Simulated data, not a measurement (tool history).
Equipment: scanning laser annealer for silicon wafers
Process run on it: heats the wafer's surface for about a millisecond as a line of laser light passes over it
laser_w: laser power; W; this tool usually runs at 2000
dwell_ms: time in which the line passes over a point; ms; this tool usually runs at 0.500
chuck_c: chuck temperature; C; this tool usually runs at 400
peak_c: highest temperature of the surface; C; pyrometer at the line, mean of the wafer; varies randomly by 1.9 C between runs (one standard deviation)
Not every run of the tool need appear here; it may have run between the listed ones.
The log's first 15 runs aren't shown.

run    hour  laser_w  dwell_ms  chuck_c  hours of work since the window was cleaned  hours of work since the power meter was calibrated  hours of work since the optics were aligned  peak_c
 16   942.8     1925     0.500      400                                          71                                                 988                                          340    1122
      950.9  -- laser's power meter calibrated
 17  1019.9     1925     0.500      400                                         106                                                  33                                          375    1121
 18  1087.8     2000     0.619      400                                         138                                                  65                                          407    1248
 19  1162.6     1962     0.500      400                                         174                                                 101                                          443    1134
     1174.3  -- laser's power meter calibrated, once more
 20  1221.0     2000     0.500      400                                         200                                                  22                                          469    1150
 21  1277.3     2050     0.488      414                                         227                                                  49                                          496    1168
 22  1341.2     2050     0.488      414                                         257                                                  79                                          526    1166
 23  1396.5     2000     0.612      438                                         283                                                 105                                          552    1279
 24  1474.5     2000     0.500      424                                         320                                                 143                                          589    1168
 25  1541.2     2000     0.500      424                                         352                                                 174                                          621    1165
     1562.0  -- window over the wafer cleaned
 26  1578.0     2000     0.500      424                                           8                                                 191                                          637    1180
 27  1623.4     2000     0.500      424                                          29                                                 212                                          659    1185
 28  1672.9     2000     0.500      387                                          53                                                 236                                          682    1146
 29  1742.5     2000     0.500      387                                          86                                                 269                                          715    1144
 30  1787.7     1965     0.486      400                                         107                                                 290                                          737    1132
 31  1839.6     1965     0.486      400                                         132                                                 315                                          762    1129
 32  1914.9     2000     0.476      374                                         168                                                 351                                          797    1106
 33  1955.5     2000     0.476      374                                         187                                                 370                                          817    1106
 34  2010.8     1949     0.394      400                                         213                                                 396                                          843    1038
 35  2054.2     1813     0.577      399                                         234                                                 417                                          864    1132
 36  2094.2     2000     0.580      373                                         253                                                 436                                          882    1184
 37  2158.5     1719     0.580      373                                         283                                                 466                                          913    1065
 38  2205.6     1719     0.580      373                                         306                                                 489                                          935    1066
 39  2252.1     2109     0.464      403                                         328                                                 511                                          957    1158
 40  2317.3     2109     0.464      403                                         359                                                 542                                          988    1153

Forecast each of these 4 alternatives for the next run:
     2325.4  -- window over the wafer cleaned
  A  2392.7     2109     0.601      413                                          32                                                 577                                         1023       ?
     2325.4  -- window over the wafer cleaned
  B  2392.7     2000     0.389      400                                          32                                                 577                                         1023       ?
     2325.4  -- window over the wafer cleaned
  C  2392.7     2000     0.427      400                                          32                                                 577                                         1023       ?
     2325.4  -- window over the wafer cleaned
  D  2392.7     2057     0.464      405                                          32                                                 577                                         1023       ?

run  peak_c
  A    1304
  B    1057
  C    1091
  D    1150
The same runs, with their run-to-run variation unchanged, on a tool lacking any hidden condition would have given:
run  peak_c
  A    1308
  B    1060
  C    1094
  D    1153
